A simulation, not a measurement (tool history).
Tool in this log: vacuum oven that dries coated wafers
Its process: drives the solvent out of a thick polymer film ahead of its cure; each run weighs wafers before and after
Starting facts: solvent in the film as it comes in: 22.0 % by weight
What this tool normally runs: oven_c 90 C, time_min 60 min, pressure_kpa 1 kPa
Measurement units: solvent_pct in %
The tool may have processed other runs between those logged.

run     day  oven_c  time_min  pressure_kpa  solvent_pct
  1       0      90        60             1         1.92
  2   0.879      90        60             1         2.07
  3   1.712      90        60             1         1.95
  4   2.692      90        60          0.64         1.89
  5   3.471      90        60          0.64         1.77
  6   3.942      90        60          0.64          1.9
  7   4.854      90        60          0.64         1.94
  8   5.779      90        60          0.64         1.81
  9   6.675      90        60          0.64         1.92
 10   7.625      90        60          0.64         1.79
 11   8.412      90       103             1         0.67
 12     8.9      90       103             1         0.73
 13   9.646      90       103             1         0.67
 14  10.683      90       103             1         0.58
 15  11.296      90       103             1         0.72
 16  12.042      90       103          0.97          0.6
     12.212  -- oven's thermocouples calibrated
 17  13.183      90        60             1         1.51
 18  14.267      90        60             1         1.55
 19  15.154      90        48             1         2.56
 20  15.612      83        48             1         4.78
 21  16.679      83        48             1         4.84
 22  17.642      83        48             1         4.81
 23  18.317      95        45          1.07         1.61
 24  19.292      95        45          1.07         1.61
 25   20.15      95        45          1.07         1.46
 26  21.188      95        45          1.07         1.63
 27  21.775      95        89          1.07         0.35
 28  22.446      95        89          1.07          0.4
 29  23.354     104        35          1.13         0.89
 30  23.996     101        90             1         0.32
 31  24.467      91        83          2.51         1.18
 32  25.104      77        32          2.28        10.09
 33  25.767      77        32          2.28        10.06
 34  26.817      77        60          0.84         6.07
 35  27.662      87        60          1.69         2.53
 36  28.692      87        60          1.69         2.61
 37  29.346      87        60          1.69          2.7
 38  30.071      87        39          1.69         4.93
 39  30.546      88        37          2.22         4.91

Run 40, settings as shown, results not yet in. Your forecast:
 40  31.2      88        37          2.22            ?

{"run 40": {"solvent_pct": 5.02}}
Without the tool's hidden state the same run would have given solvent_pct 4.84 %.
